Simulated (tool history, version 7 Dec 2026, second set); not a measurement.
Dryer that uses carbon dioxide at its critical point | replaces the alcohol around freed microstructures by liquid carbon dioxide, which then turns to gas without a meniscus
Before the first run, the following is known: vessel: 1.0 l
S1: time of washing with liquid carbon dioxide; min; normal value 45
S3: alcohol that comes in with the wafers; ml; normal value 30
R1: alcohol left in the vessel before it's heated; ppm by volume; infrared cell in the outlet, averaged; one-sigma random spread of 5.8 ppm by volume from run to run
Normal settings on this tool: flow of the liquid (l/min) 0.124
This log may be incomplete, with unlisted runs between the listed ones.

run 1 hour=0.0 | S1=45 flow_of_the_liquid_(l/min)=0.124 S3=30 | R1=336
run 2 hour=15.5 | S1=45 flow_of_the_liquid_(l/min)=0.124 S3=30 | R1=354
run 3 hour=26.4 | S1=45 flow_of_the_liquid_(l/min)=0.124 S3=30 | R1=339
run 4 hour=40.5 | S1=45 flow_of_the_liquid_(l/min)=0.124 S3=30 | R1=351
run 5 hour=56.6 | S1=45 flow_of_the_liquid_(l/min)=0.124 S3=86 | R1=941
run 6 hour=78.8 | S1=45 flow_of_the_liquid_(l/min)=0.124 S3=86 | R1=1000
run 7 hour=94.2 | S1=45 flow_of_the_liquid_(l/min)=0.124 S3=86 | R1=1040
run 8 hour=107.8 | S1=45 flow_of_the_liquid_(l/min)=0.124 S3=30 | R1=385
run 9 hour=127.3 | S1=45 flow_of_the_liquid_(l/min)=0.124 S3=30 | R1=412
run 10 hour=138.1 | S1=35 flow_of_the_liquid_(l/min)=0.124 S3=30 | R1=997
run 11 hour=152.7 | S1=45 flow_of_the_liquid_(l/min)=0.124 S3=30 | R1=420
run 12 hour=163.1 | S1=45 flow_of_the_liquid_(l/min)=0.124 S3=27 | R1=384
run 13 hour=173.7 | S1=45 flow_of_the_liquid_(l/min)=0.124 S3=23 | R1=343
run 14 hour=185.5 | S1=45 flow_of_the_liquid_(l/min)=0.124 S3=23 | R1=328
-- hour=204.0 inlet filter changed
run 15 hour=205.2 | S1=35 flow_of_the_liquid_(l/min)=0.183 S3=116 | R1=455
run 16 hour=223.2 | S1=35 flow_of_the_liquid_(l/min)=0.076 S3=95 | R1=8581
run 17 hour=245.5 | S1=35 flow_of_the_liquid_(l/min)=0.114 S3=95 | R1=2693
run 18 hour=263.1 | S1=27 flow_of_the_liquid_(l/min)=0.124 S3=68 | R1=3637
run 19 hour=282.8 | S1=72 flow_of_the_liquid_(l/min)=0.076 S3=61 | R1=499
run 20 hour=299.1 | S1=35 flow_of_the_liquid_(l/min)=0.164 S3=30 | R1=275
run 21 hour=317.4 | S1=37 flow_of_the_liquid_(l/min)=0.098 S3=37 | R1=1567
run 22 hour=330.0 | S1=32 flow_of_the_liquid_(l/min)=0.085 S3=37 | R1=3365
run 23 hour=349.7 | S1=31 flow_of_the_liquid_(l/min)=0.146 S3=21 | R1=477
run 24 hour=363.2 | S1=52 flow_of_the_liquid_(l/min)=0.136 S3=99 | R1=290
run 25 hour=386.2 | S1=36 flow_of_the_liquid_(l/min)=0.163 S3=68 | R1=528
run 26 hour=397.5 | S1=72 flow_of_the_liquid_(l/min)=0.124 S3=30 | R1=82
run 27 hour=420.3 | S1=72 flow_of_the_liquid_(l/min)=0.124 S3=30 | R1=100
run 28 hour=441.0 | S1=45 flow_of_the_liquid_(l/min)=0.165 S3=52 | R1=177

Each row is a separate what-if for the run after 28, all from the same tool condition, not one after another. Results?
run A hour=455.3 | S1=64 flow_of_the_liquid_(l/min)=0.188 S3=24 | R1=?
run B hour=455.3 | S1=45 flow_of_the_liquid_(l/min)=0.116 S3=39 | R1=?
run C hour=455.3 | S1=45 flow_of_the_liquid_(l/min)=0.206 S3=30 | R1=?
run D hour=455.3 | S1=37 flow_of_the_liquid_(l/min)=0.165 S3=52 | R1=?

run=A R1=73
run=B R1=540
run=C R1=78
run=D R1=394
With the hidden condition removed and each run's random variation left untouched, the same runs would have given:
run=A R1=0
run=B R1=340
run=C R1=3
run=D R1=223

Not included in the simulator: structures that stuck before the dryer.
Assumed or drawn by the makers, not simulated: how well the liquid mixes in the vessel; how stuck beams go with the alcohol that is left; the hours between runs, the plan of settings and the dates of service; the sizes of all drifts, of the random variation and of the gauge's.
